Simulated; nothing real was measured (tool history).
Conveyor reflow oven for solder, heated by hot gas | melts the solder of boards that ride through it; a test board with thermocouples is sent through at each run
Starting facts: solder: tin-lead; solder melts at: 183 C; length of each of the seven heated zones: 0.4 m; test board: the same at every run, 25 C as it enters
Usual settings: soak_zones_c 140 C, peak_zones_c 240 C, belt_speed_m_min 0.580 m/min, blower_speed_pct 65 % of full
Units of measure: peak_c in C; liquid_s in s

run    day  soak_zones_c  peak_zones_c  belt_speed_m_min  blower_speed_pct  peak_c  liquid_s
  1  0.000           140           240             0.580                65   221.5      66.1
  2  0.354           140           245             0.580                65   225.4      69.1
  3  0.675           140           245             0.580                65   225.2      69.0
  4  1.246           140           240             0.643                65   217.6      56.4
  5  1.838           140           240             0.580                65   221.0      65.8
  6  2.321           140           240             0.536                65   223.9      73.6
  7  2.762           140           240             0.515                65   224.9      77.9
  8  3.267           140           240             0.515                65   224.5      77.8
  9  3.721           136           243             0.661                65   217.7      53.4
     3.962  -- flux residue cleaned out of gas plates and filters
 10  4.246           151           240             0.493                65   227.2      88.6
 11  4.517           151           233             0.493                65   220.8      83.9
 12  5.038           135           245             0.539                69   227.8      74.7
 13  5.300           140           237             0.580                59   216.6      61.4
 14  5.700           140           237             0.580                59   215.9      61.4
 15  6.204           140           237             0.580                59   215.9      61.4
     6.592  -- flux residue cleaned out of gas plates and filters, once more
 16  6.671           140           237             0.580                59   216.6      61.9

Below are 3 alternative next runs, each starting from the tool's condition after run 16. Predict each:
  A  7.254           140           231             0.580                70       ?         ?
  B  7.254           154           237             0.580                90       ?         ?
  C  7.254           140           235             0.647                65       ?         ?

run  peak_c  liquid_s
  A   214.5      61.4
  B   226.0      76.1
  C   213.4      52.3
Without the tool's unlogged condition, the same runs would have read:
run  peak_c  liquid_s
  A   215.9      62.3
  B   227.5      76.6
  C   214.7      53.2
